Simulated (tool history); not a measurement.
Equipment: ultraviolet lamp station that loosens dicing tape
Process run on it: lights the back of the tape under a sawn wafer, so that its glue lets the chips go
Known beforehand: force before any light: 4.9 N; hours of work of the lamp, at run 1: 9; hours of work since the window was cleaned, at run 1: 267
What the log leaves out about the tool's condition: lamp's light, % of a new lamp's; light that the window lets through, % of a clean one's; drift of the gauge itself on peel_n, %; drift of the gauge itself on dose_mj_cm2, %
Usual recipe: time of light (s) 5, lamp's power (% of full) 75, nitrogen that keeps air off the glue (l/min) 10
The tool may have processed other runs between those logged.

run,day,time of light (s),lamp's power (% of full),nitrogen that keeps air off the glue (l/min),hours of work of the lamp,hours of work since the window was cleaned,force that peels the tape off (N),light that reached the tape (J/m2)
1,0.000,5,75,10,9,267,0.471,3760
2,0.446,5,75,10,15,273,0.479,3680
3,0.738,5,75,10,19,278,0.463,3720
4,0.954,4,75,10,22,281,0.747,2960
5,1.200,4,75,10,26,284,0.736,2940
6,1.438,5,75,10,29,288,0.489,3680
7,1.688,5,75,10,33,291,0.464,3670
8,1.892,5,84,10,36,294,0.382,4110
9,2.296,5,84,10,41,300,0.380,4140
10,2.533,5,84,10,45,303,0.400,4130
11,2.921,5,84,10,50,309,0.388,4110
12,3.108,4,75,10,53,311,0.746,2960
13,3.371,5,70,10,57,315,0.573,3410
14,3.696,5,70,10,61,320,0.584,3400
15,4.000,5,70,10,66,324,0.576,3390
16,4.238,5,70,10,69,327,0.576,3390
17,4.533,5,75,13,73,331,0.408,3670
18,4.808,5,75,6,77,335,0.699,3620
19,5.254,5,75,6,83,342,0.729,3630
20,5.529,5,75,6,87,346,0.727,3660
21,5.717,5,75,6,90,348,0.705,3620
22,6.117,5,75,6,96,354,0.748,3650
23,6.383,6,68,14,99,358,0.340,3990
24,6.838,8,68,14,106,364,0.183,5210
25,7.108,2,68,14,110,368,1.871,1320
26,7.362,5,80,14,113,372,0.352,3850
27,7.721,5,80,14,118,377,0.345,3790
28,8.075,5,88,17,123,382,0.257,4190
29,8.517,3,92,3,130,388,1.658,2630
30,8.838,3,75,17,134,393,0.948,2140
31,9.283,3,75,17,141,399,0.963,2150
32,9.612,5,65,10,145,404,0.696,3080
33,9.883,5,75,3,149,407,1.174,3520
34,10.179,3,75,3,153,412,2.145,2080
35,10.571,5,74,6,159,417,0.801,3480
36,10.983,5,74,6,165,423,0.791,3510
37,11.362,10,73,7,170,428,0.176,6880
38,11.683,10,73,7,175,433,0.187,6800
39,11.888,3,73,5,178,436,1.812,2060
40,12.104,5,73,5,181,439,0.927,3410
41,12.433,5,73,5,185,444,0.949,3380
42,12.850,4,91,3,191,450,1.243,3360
43,13.204,9,75,13,196,455,0.141,6250

What if the next run were any one of these 4? Each begins from the tool's condition after run 43:
A,13.662,9,88,13,203,461,?,?
B,13.662,5,75,10,203,461,?,?
C,13.662,5,75,8,203,461,?,?
D,13.662,5,69,10,203,461,?,?

run,force that peels the tape off (N),light that reached the tape (J/m2)
A,0.118,7380
B,0.549,3480
C,0.623,3450
D,0.628,3200
Without the tool's hidden state the same runs would have given:
run,force that peels the tape off (N),light that reached the tape (J/m2)
A,0.107,8370
B,0.427,3940
C,0.490,3920
D,0.493,3640
